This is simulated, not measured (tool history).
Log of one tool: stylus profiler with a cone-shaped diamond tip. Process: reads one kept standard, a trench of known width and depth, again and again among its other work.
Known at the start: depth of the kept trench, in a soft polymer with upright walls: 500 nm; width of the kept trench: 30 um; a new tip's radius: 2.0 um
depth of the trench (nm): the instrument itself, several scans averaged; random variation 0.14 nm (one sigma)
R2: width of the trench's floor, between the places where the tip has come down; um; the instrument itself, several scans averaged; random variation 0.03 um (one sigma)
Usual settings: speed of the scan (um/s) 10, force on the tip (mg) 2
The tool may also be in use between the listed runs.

run 1 hour=0 | speed_of_the_scan_(um/s)=10 force_on_the_tip_(mg)=2 | depth_of_the_trench_(nm)=503.87 R2=26.66
run 2 hour=34.3 | speed_of_the_scan_(um/s)=10 force_on_the_tip_(mg)=2 | depth_of_the_trench_(nm)=503.83 R2=26.64
run 3 hour=64.7 | speed_of_the_scan_(um/s)=10 force_on_the_tip_(mg)=2 | depth_of_the_trench_(nm)=504.07 R2=26.63
run 4 hour=106.2 | speed_of_the_scan_(um/s)=10 force_on_the_tip_(mg)=2 | depth_of_the_trench_(nm)=503.95 R2=26.61
run 5 hour=155.4 | speed_of_the_scan_(um/s)=10 force_on_the_tip_(mg)=2 | depth_of_the_trench_(nm)=503.69 R2=26.61
run 6 hour=187.9 | speed_of_the_scan_(um/s)=10 force_on_the_tip_(mg)=2 | depth_of_the_trench_(nm)=503.58 R2=26.64
run 7 hour=238.8 | speed_of_the_scan_(um/s)=10 force_on_the_tip_(mg)=2 | depth_of_the_trench_(nm)=503.72 R2=26.57
run 8 hour=265.5 | speed_of_the_scan_(um/s)=10 force_on_the_tip_(mg)=2 | depth_of_the_trench_(nm)=503.5 R2=26.48
run 9 hour=300.8 | speed_of_the_scan_(um/s)=10 force_on_the_tip_(mg)=2 | depth_of_the_trench_(nm)=503.81 R2=26.49
run 10 hour=354.7 | speed_of_the_scan_(um/s)=10 force_on_the_tip_(mg)=5.05 | depth_of_the_trench_(nm)=507.91 R2=26.57
run 11 hour=384.6 | speed_of_the_scan_(um/s)=10 force_on_the_tip_(mg)=5.05 | depth_of_the_trench_(nm)=507.74 R2=26.58
run 12 hour=424.3 | speed_of_the_scan_(um/s)=10 force_on_the_tip_(mg)=5.05 | depth_of_the_trench_(nm)=507.75 R2=26.56
run 13 hour=469.3 | speed_of_the_scan_(um/s)=10 force_on_the_tip_(mg)=5.05 | depth_of_the_trench_(nm)=507.66 R2=26.49
run 14 hour=510.3 | speed_of_the_scan_(um/s)=10 force_on_the_tip_(mg)=5.05 | depth_of_the_trench_(nm)=507.9 R2=26.49
run 15 hour=564.3 | speed_of_the_scan_(um/s)=10 force_on_the_tip_(mg)=5.05 | depth_of_the_trench_(nm)=507.8 R2=26.42
run 16 hour=618.5 | speed_of_the_scan_(um/s)=10 force_on_the_tip_(mg)=3.49 | depth_of_the_trench_(nm)=505.41 R2=26.42
run 17 hour=668.4 | speed_of_the_scan_(um/s)=10 force_on_the_tip_(mg)=3.49 | depth_of_the_trench_(nm)=505.85 R2=26.39
run 18 hour=716.9 | speed_of_the_scan_(um/s)=10 force_on_the_tip_(mg)=4.13 | depth_of_the_trench_(nm)=506.39 R2=26.4
run 19 hour=766.8 | speed_of_the_scan_(um/s)=10 force_on_the_tip_(mg)=4.13 | depth_of_the_trench_(nm)=506.3 R2=26.36
run 20 hour=812.6 | speed_of_the_scan_(um/s)=10 force_on_the_tip_(mg)=4.13 | depth_of_the_trench_(nm)=506.22 R2=26.33
run 21 hour=852.1 | speed_of_the_scan_(um/s)=2 force_on_the_tip_(mg)=4.02 | depth_of_the_trench_(nm)=506.32 R2=26.42
run 22 hour=876.9 | speed_of_the_scan_(um/s)=16 force_on_the_tip_(mg)=3.18 | depth_of_the_trench_(nm)=505.18 R2=26.32
run 23 hour=904.9 | speed_of_the_scan_(um/s)=16 force_on_the_tip_(mg)=3.18 | depth_of_the_trench_(nm)=504.97 R2=26.31
-- hour=915.4 height scale calibrated on a step standard
run 24 hour=945.1 | speed_of_the_scan_(um/s)=16 force_on_the_tip_(mg)=3.18 | depth_of_the_trench_(nm)=506.5 R2=26.24
run 25 hour=995.8 | speed_of_the_scan_(um/s)=7 force_on_the_tip_(mg)=2 | depth_of_the_trench_(nm)=505 R2=26.29
run 26 hour=1050.4 | speed_of_the_scan_(um/s)=7 force_on_the_tip_(mg)=2 | depth_of_the_trench_(nm)=505.02 R2=26.28
run 27 hour=1082.8 | speed_of_the_scan_(um/s)=7 force_on_the_tip_(mg)=2 | depth_of_the_trench_(nm)=504.49 R2=26.28
run 28 hour=1134.8 | speed_of_the_scan_(um/s)=7 force_on_the_tip_(mg)=2 | depth_of_the_trench_(nm)=504.83 R2=26.27
run 29 hour=1159 | speed_of_the_scan_(um/s)=16 force_on_the_tip_(mg)=0.99 | depth_of_the_trench_(nm)=503.02 R2=26.11
run 30 hour=1197.6 | speed_of_the_scan_(um/s)=16 force_on_the_tip_(mg)=0.99 | depth_of_the_trench_(nm)=502.87 R2=26.13
run 31 hour=1227.4 | speed_of_the_scan_(um/s)=29 force_on_the_tip_(mg)=2 | depth_of_the_trench_(nm)=504.6 R2=26.07
run 32 hour=1276.4 | speed_of_the_scan_(um/s)=21 force_on_the_tip_(mg)=5.54 | depth_of_the_trench_(nm)=509.6 R2=26.16
run 33 hour=1317.9 | speed_of_the_scan_(um/s)=21 force_on_the_tip_(mg)=5.54 | depth_of_the_trench_(nm)=509.42 R2=26.14

Measured less the same run without the tool's hidden state. The same run-to-run variation is in both; the gauge's scatter may not be:
The hidden state here: radius of the tip, um; height scale over the true one, %; drift of the gauge itself on depth_nm, %; drift of the gauge itself on floor_um, %.
run=1 depth_of_the_trench_(nm)=-1.07 R2=-0.63
run=2 depth_of_the_trench_(nm)=-1.1 R2=-0.65
run=3 depth_of_the_trench_(nm)=-1.12 R2=-0.65
run=4 depth_of_the_trench_(nm)=-1.16 R2=-0.67
run=5 depth_of_the_trench_(nm)=-1.2 R2=-0.69
run=6 depth_of_the_trench_(nm)=-1.24 R2=-0.71
run=7 depth_of_the_trench_(nm)=-1.28 R2=-0.73
run=8 depth_of_the_trench_(nm)=-1.3 R2=-0.73
run=9 depth_of_the_trench_(nm)=-1.33 R2=-0.75
run=10 depth_of_the_trench_(nm)=-1.39 R2=-0.77
run=11 depth_of_the_trench_(nm)=-1.42 R2=-0.79
run=12 depth_of_the_trench_(nm)=-1.45 R2=-0.8
run=13 depth_of_the_trench_(nm)=-1.49 R2=-0.82
run=14 depth_of_the_trench_(nm)=-1.52 R2=-0.84
run=15 depth_of_the_trench_(nm)=-1.57 R2=-0.86
run=16 depth_of_the_trench_(nm)=-1.61 R2=-0.88
run=17 depth_of_the_trench_(nm)=-1.66 R2=-0.89
run=18 depth_of_the_trench_(nm)=-1.7 R2=-0.92
run=19 depth_of_the_trench_(nm)=-1.75 R2=-0.94
run=20 depth_of_the_trench_(nm)=-1.79 R2=-0.96
run=21 depth_of_the_trench_(nm)=-1.82 R2=-0.97
run=22 depth_of_the_trench_(nm)=-1.84 R2=-0.98
run=23 depth_of_the_trench_(nm)=-1.86 R2=-0.98
run=24 depth_of_the_trench_(nm)=-0.01 R2=-1
run=25 depth_of_the_trench_(nm)=-0.05 R2=-1.02
run=26 depth_of_the_trench_(nm)=-0.1 R2=-1.04
run=27 depth_of_the_trench_(nm)=-0.13 R2=-1.05
run=28 depth_of_the_trench_(nm)=-0.17 R2=-1.08
run=29 depth_of_the_trench_(nm)=-0.19 R2=-1.08
run=30 depth_of_the_trench_(nm)=-0.23 R2=-1.1
run=31 depth_of_the_trench_(nm)=-0.25 R2=-1.11
run=32 depth_of_the_trench_(nm)=-0.31 R2=-1.13
run=33 depth_of_the_trench_(nm)=-0.34 R2=-1.15
